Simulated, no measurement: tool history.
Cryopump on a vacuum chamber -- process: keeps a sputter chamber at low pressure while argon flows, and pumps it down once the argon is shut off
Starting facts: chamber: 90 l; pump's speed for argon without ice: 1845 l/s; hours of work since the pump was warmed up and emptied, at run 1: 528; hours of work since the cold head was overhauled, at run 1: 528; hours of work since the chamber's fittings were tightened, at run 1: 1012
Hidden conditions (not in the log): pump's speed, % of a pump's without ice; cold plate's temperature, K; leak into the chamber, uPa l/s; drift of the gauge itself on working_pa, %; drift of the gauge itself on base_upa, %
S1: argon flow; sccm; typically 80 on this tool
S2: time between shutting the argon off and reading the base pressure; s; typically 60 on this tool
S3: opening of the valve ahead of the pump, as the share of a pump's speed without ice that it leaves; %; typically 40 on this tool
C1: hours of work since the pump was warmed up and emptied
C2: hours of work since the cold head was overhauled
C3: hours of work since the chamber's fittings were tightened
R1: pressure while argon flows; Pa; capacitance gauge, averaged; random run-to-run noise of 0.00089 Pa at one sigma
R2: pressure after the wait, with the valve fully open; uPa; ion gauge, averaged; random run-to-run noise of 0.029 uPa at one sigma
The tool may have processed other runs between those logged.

run   hour   S1   S2  S3   C1   C2    C3      R1    R2
  1    0.0   80   60  40  528  528  1012  0.2016  3.23
  2    6.9   80   60  40  534  534  1018  0.2027  3.12
  3   20.1   80   60  40  545  545  1029  0.2031  3.33
  4   35.2   80   60  40  558  558  1042  0.2042  3.38
  5   49.3   80   60  40  570  570  1054  0.2038  3.53
  6   61.3   80   60  38  581  581  1065  0.2141  3.45
  7   73.9   80   60  38  592  592  1075  0.2147  3.46
  8   88.8   80   60  16  604  604  1088  0.4803  3.48
  9   97.4   80   60  16  612  612  1096  0.4819  3.48
 10  112.1   80   60  40  625  625  1108  0.2064  3.62
 11  127.3   80   60  49  638  638  1121  0.1749  3.59
     140.8  -- leaking fittings of the chamber tightened, without venting
 12  142.2   80   60  16  649  649     1  0.4814  1.52
 13  156.4   80   60  16  661  661    13  0.4824  1.51
 14  167.4   80   60  16  670  670    23  0.4846  1.58
 15  178.6  102   60  40  680  680    33  0.2680  1.50
 16  192.1   80   60  40  692  692    44  0.2103  1.60
 17  204.4   80   60  40  702  702    55  0.2122  1.60
 18  215.6   80   60  16  712  712    64  0.4850  1.60
 19  227.6   98   60  20  722  722    75  0.4848  1.63
 20  235.6   98   60  20  729  729    82  0.4842  1.65
 21  247.4  110  151  40  739  739    92  0.2925  0.88
 22  256.2   46  286  55  747  747    99  0.0934  0.70
 23  264.1   37   21  27  754  754   106  0.1398  4.02
 24  278.6   51   28  15  766  766   119  0.3318  3.21
 25  289.2   51   28  15  775  775   128  0.3324  3.28
 26  298.7   54   27  31  784  784   136  0.1796  3.32
 27  309.6   51  124  16  793  793   145  0.3111  1.18
 28  322.1  155   97  48  804  804   156  0.3609  1.29
 29  331.7  155   97  15  812  812   164  1.0130  1.40
 30  345.5   45  245  58  824  824   176  0.0890  0.91
     357.7  -- pump warmed up, emptied and cooled again
 31  363.6   45  245  58    5  835   188  0.0719  0.77
 32  371.8   45  245  58   12  842   195  0.0723  0.80
 33  382.0   37   60  44   21  851   203  0.0783  1.76
 34  393.3   57   21  18   31  861   213  0.2923  4.05

Branching from run 34: 4 alternative next runs. What would each branch give?
  A  406.7   80   60  43  42  872  225   ?   ?
  B  406.7  148   21  18  42  872  225   ?   ?
  C  406.7   34  103  18  42  872  225   ?   ?
  D  406.7  112   39  44  42  872  225   ?   ?

run      R1    R2
  A  0.1725  1.77
  B  0.7561  4.06
  C  0.1736  1.24
  D  0.2376  2.40
Take away the tool's hidden state, keep each run's random variation, and the runs would have read:
run      R1    R2
  A  0.1699  1.41
  B  0.7512  3.70
  C  0.1725  0.89
  D  0.2339  2.05

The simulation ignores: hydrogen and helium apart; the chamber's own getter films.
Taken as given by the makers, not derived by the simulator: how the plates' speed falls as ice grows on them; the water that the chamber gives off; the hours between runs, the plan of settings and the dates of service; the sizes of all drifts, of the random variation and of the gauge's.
